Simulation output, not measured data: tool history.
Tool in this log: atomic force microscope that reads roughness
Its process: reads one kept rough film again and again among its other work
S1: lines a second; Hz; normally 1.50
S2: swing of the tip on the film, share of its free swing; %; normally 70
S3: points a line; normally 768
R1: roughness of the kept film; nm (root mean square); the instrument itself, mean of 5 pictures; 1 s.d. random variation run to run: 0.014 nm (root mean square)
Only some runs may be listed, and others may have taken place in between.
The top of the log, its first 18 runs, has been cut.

run   hour    S1  S2   S3     R1
 19  470.3  1.76  70  768  3.078
 20  501.6  1.50  70  768  3.046
     505.7  -- height scale calibrated on a step standard
 21  534.5  1.50  70  296  2.990
 22  551.3  1.50  70  768  2.989
 23  585.2  1.50  70  768  2.942
 24  620.1  1.50  70  768  2.896
     631.2  -- new tip fitted
 25  649.6  1.50  70  768  3.274
     657.3  -- height scale calibrated on a step standard, once more
 26  677.3  1.50  70  324  3.212
 27  712.9  1.50  70  324  3.182
 28  738.1  1.50  70  324  3.107
 29  758.8  1.38  72  717  3.099

What does the tool deliver on the next run?
 30  780.3  0.53  72  665   ?

R1: 3.153 nm (root mean square)
If the tool had no hidden condition, the same run with the same run-to-run variation would have returned R1 3.422 nm (root mean square).

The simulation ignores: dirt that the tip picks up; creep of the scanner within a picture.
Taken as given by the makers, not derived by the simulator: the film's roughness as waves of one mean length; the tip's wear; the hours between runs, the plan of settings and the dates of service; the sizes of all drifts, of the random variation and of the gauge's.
